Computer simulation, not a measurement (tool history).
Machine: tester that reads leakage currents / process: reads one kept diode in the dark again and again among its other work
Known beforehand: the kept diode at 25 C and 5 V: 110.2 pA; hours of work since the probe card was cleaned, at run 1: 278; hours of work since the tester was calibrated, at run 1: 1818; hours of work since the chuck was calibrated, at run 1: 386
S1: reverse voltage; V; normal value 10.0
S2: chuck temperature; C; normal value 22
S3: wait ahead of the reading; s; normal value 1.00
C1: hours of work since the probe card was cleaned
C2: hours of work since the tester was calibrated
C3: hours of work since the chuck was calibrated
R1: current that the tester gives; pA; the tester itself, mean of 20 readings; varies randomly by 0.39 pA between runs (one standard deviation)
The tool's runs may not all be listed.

run	hour	S1	S2	S3	C1	C2	C3	R1
1	0.0	10.0	22	1.00	278	1818	386	135.97
2	34.9	10.0	22	1.00	305	1845	414	135.96
3	65.3	10.0	22	1.00	329	1869	437	136.26
4	94.9	9.1	22	1.00	352	1892	461	129.88
5	110.6	9.1	22	1.00	364	1904	473	129.43
6	145.6	10.0	22	1.00	392	1932	500	137.55
7	166.4	10.0	22	1.00	408	1948	517	137.95
8	184.3	10.0	22	5.16	422	1962	531	136.93
9	213.0	10.0	22	5.16	445	1985	553	137.50
10	240.0	10.0	22	4.74	466	2006	574	137.65
11	260.7	10.0	22	0.40	482	2022	591	141.87
12	279.2	10.0	22	0.40	497	2037	605	141.38
13	304.1	10.0	22	0.40	516	2056	625	141.57
14	320.7	10.0	22	0.40	529	2069	638	142.03
15	338.3	10.0	27	1.00	543	2083	652	211.18
16	362.7	10.0	22	1.00	562	2102	671	140.02
17	377.1	10.0	22	1.00	573	2113	682	141.07
18	412.7	10.0	22	1.00	601	2141	710	142.03
19	442.1	10.0	22	1.00	624	2164	733	142.18
20	475.1	6.4	31	1.00	650	2190	759	227.79
21	493.7	2.1	22	1.03	665	2205	773	58.21
22	508.8	10.0	27	6.60	677	2217	785	213.82
# hour 531.5: tester calibrated
23	539.0	10.0	27	6.60	699	6	807	211.39
24	570.4	10.0	53	1.24	723	31	832	1506.06
25	594.4	1.3	38	1.00	742	49	851	159.53
26	621.9	10.0	51	7.14	764	71	872	1307.59
27	638.2	10.0	51	0.85	777	84	885	1315.86
28	654.2	10.0	55	0.85	789	96	898	1730.71
29	677.5	4.1	33	0.78	807	115	916	209.54
30	694.3	1.7	55	1.00	821	128	929	639.73
31	710.4	1.7	29	5.37	833	140	942	91.73
32	740.8	1.7	29	5.37	857	164	966	92.88
33	764.3	1.7	29	1.33	876	183	984	92.67
34	800.2	1.6	34	5.83	904	211	1012	133.51
35	816.8	1.6	34	5.83	917	224	1025	133.58
36	843.1	1.2	58	5.94	937	244	1046	647.19
37	876.4	5.2	21	1.04	964	271	1072	92.03
38	897.2	5.2	21	1.04	980	287	1088	92.40

Entry by entry between the runs, the difference in hidden state between the last listed run before and the first listed run after:
Between runs 22 and 23: tester calibrated (hour 531.5)
  stray current of the dirty probe card, pA a volt: 0.222 -> 0.229; current scale over the true one, %: 1.36 -> 0.12; true chuck temperature over the reading, C: 0.96 -> 0.98
  what was measured, less what the result would be without the hidden state, R1: +20.72 -> +18.57 pA
